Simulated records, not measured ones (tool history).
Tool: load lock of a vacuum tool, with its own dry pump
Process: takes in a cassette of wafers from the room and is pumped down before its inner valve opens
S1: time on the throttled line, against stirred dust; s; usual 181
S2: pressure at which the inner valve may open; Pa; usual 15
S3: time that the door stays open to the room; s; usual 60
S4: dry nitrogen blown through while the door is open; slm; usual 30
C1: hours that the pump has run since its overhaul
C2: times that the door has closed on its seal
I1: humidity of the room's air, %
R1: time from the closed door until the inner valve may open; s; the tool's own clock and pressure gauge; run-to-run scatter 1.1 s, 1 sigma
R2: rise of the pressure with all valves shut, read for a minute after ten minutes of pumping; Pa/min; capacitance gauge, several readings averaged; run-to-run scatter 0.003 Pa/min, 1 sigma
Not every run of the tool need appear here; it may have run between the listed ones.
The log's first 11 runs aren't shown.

run	hour	S1	S2	S3	S4	C1	C2	I1	R1	R2
12	3451.8	181	22	60	30	6426	15195	40.5	270.3	0.004
13	3813.5	181	15	60	30	6788	15825	45.7	275.6	0.014
14	4230.5	181	15	60	30	7205	16552	46	275	0.01
15	4663.7	323	15	60	30	7638	17307	47.9	403.7	0.016
16	4875.7	323	15	60	30	7850	17677	47	401.9	0.012
17	5176.8	323	15	60	30	8151	18202	43.7	402.6	0.012
18	5411.6	323	15	60	13	8386	18611	44.6	403.5	0.014
19	5650.9	248	29	176	13	8625	19028	45.1	329.9	0.021

Run 20, settings as shown, results not yet in. Your forecast:
20	5830	269	29	92	13	8804	19341	48.4	?	?

{"run 20": {"R1": 343.6, "R2": 0.027}}
With the hidden condition absent and the run-to-run variation left alone, this run would have shown R1 343.6 s, R2 0.027 Pa/min.

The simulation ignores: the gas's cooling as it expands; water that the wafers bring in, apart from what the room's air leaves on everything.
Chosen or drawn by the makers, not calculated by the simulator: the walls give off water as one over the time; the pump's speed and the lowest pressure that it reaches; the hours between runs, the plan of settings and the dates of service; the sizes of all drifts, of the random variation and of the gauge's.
